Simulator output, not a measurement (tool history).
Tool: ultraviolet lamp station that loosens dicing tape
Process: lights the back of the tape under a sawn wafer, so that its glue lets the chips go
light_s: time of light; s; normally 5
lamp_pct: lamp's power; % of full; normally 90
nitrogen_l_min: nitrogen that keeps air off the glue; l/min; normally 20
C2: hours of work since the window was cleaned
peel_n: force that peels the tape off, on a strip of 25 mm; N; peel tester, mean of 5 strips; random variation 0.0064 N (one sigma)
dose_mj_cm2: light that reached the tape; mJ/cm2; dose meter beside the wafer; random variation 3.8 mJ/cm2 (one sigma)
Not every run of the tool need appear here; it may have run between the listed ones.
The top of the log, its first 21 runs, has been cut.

run 22 hour=1442.8 | light_s=5 lamp_pct=90 nitrogen_l_min=20 | hours_of_work_of_the_lamp=511 C2=214 | peel_n=0.348 dose_mj_cm2=399
-- hour=1466.8 window cleaned of glue's vapour
run 23 hour=1485.8 | light_s=2 lamp_pct=90 nitrogen_l_min=20 | hours_of_work_of_the_lamp=538 C2=12 | peel_n=1.458 dose_mj_cm2=170
run 24 hour=1538.2 | light_s=4 lamp_pct=90 nitrogen_l_min=22 | hours_of_work_of_the_lamp=572 C2=46 | peel_n=0.521 dose_mj_cm2=324
run 25 hour=1631.3 | light_s=4 lamp_pct=90 nitrogen_l_min=22 | hours_of_work_of_the_lamp=631 C2=105 | peel_n=0.579 dose_mj_cm2=299
run 26 hour=1686.4 | light_s=4 lamp_pct=90 nitrogen_l_min=22 | hours_of_work_of_the_lamp=666 C2=140 | peel_n=0.671 dose_mj_cm2=283
-- hour=1710.2 lamp changed
run 27 hour=1756.5 | light_s=7 lamp_pct=90 nitrogen_l_min=12 | hours_of_work_of_the_lamp=30 C2=185 | peel_n=0.181 dose_mj_cm2=823
run 28 hour=1821.7 | light_s=9 lamp_pct=83 nitrogen_l_min=20 | hours_of_work_of_the_lamp=71 C2=226 | peel_n=0.175 dose_mj_cm2=937
-- hour=1831.6 window cleaned of glue's vapour
run 29 hour=1869.3 | light_s=3 lamp_pct=90 nitrogen_l_min=8 | hours_of_work_of_the_lamp=101 C2=24 | peel_n=0.637 dose_mj_cm2=358
run 30 hour=1921.0 | light_s=3 lamp_pct=80 nitrogen_l_min=19 | hours_of_work_of_the_lamp=134 C2=57 | peel_n=0.597 dose_mj_cm2=309
run 31 hour=2007.1 | light_s=5 lamp_pct=94 nitrogen_l_min=31 | hours_of_work_of_the_lamp=189 C2=112 | peel_n=0.207 dose_mj_cm2=568
run 32 hour=2059.7 | light_s=6 lamp_pct=80 nitrogen_l_min=20 | hours_of_work_of_the_lamp=223 C2=146 | peel_n=0.218 dose_mj_cm2=566
run 33 hour=2155.1 | light_s=8 lamp_pct=80 nitrogen_l_min=13 | hours_of_work_of_the_lamp=284 C2=207 | peel_n=0.195 dose_mj_cm2=693
-- hour=2192.2 window cleaned of glue's vapour
run 34 hour=2253.7 | light_s=5 lamp_pct=73 nitrogen_l_min=20 | hours_of_work_of_the_lamp=347 C2=39 | peel_n=0.363 dose_mj_cm2=400
run 35 hour=2354.0 | light_s=5 lamp_pct=64 nitrogen_l_min=35 | hours_of_work_of_the_lamp=411 C2=103 | peel_n=0.438 dose_mj_cm2=321
run 36 hour=2449.1 | light_s=5 lamp_pct=64 nitrogen_l_min=35 | hours_of_work_of_the_lamp=472 C2=164 | peel_n=0.490 dose_mj_cm2=296
run 37 hour=2511.9 | light_s=5 lamp_pct=64 nitrogen_l_min=29 | hours_of_work_of_the_lamp=512 C2=204 | peel_n=0.571 dose_mj_cm2=282
-- hour=2555.6 window cleaned of glue's vapour
run 38 hour=2561.4 | light_s=5 lamp_pct=83 nitrogen_l_min=17 | hours_of_work_of_the_lamp=543 C2=4 | peel_n=0.385 dose_mj_cm2=390
run 39 hour=2635.0 | light_s=3 lamp_pct=74 nitrogen_l_min=37 | hours_of_work_of_the_lamp=590 C2=51 | peel_n=1.070 dose_mj_cm2=196
run 40 hour=2722.2 | light_s=5 lamp_pct=67 nitrogen_l_min=12 | hours_of_work_of_the_lamp=646 C2=106 | peel_n=0.912 dose_mj_cm2=269
run 41 hour=2767.1 | light_s=5 lamp_pct=90 nitrogen_l_min=8 | hours_of_work_of_the_lamp=675 C2=135 | peel_n=0.664 dose_mj_cm2=346
-- hour=2772.5 lamp changed
run 42 hour=2843.8 | light_s=5 lamp_pct=90 nitrogen_l_min=8 | hours_of_work_of_the_lamp=46 C2=184 | peel_n=0.288 dose_mj_cm2=588
-- hour=2917.6 window cleaned of glue's vapour
run 43 hour=2923.6 | light_s=5 lamp_pct=90 nitrogen_l_min=8 | hours_of_work_of_the_lamp=96 C2=4 | peel_n=0.251 dose_mj_cm2=615

Alternative continuations, all from the tool just after run 43; predict every row:
run A hour=2981.2 | light_s=5 lamp_pct=74 nitrogen_l_min=26 | hours_of_work_of_the_lamp=133 C2=41 | peel_n=? dose_mj_cm2=?
run B hour=2981.2 | light_s=10 lamp_pct=90 nitrogen_l_min=19 | hours_of_work_of_the_lamp=133 C2=41 | peel_n=? dose_mj_cm2=?
run C hour=2981.2 | light_s=3 lamp_pct=73 nitrogen_l_min=31 | hours_of_work_of_the_lamp=133 C2=41 | peel_n=? dose_mj_cm2=?

run=A peel_n=0.243 dose_mj_cm2=484
run=B peel_n=0.178 dose_mj_cm2=1180
run=C peel_n=0.579 dose_mj_cm2=286
What these runs would have given with no unlogged condition in the tool:
run=A peel_n=0.216 dose_mj_cm2=538
run=B peel_n=0.178 dose_mj_cm2=1310
run=C peel_n=0.477 dose_mj_cm2=318
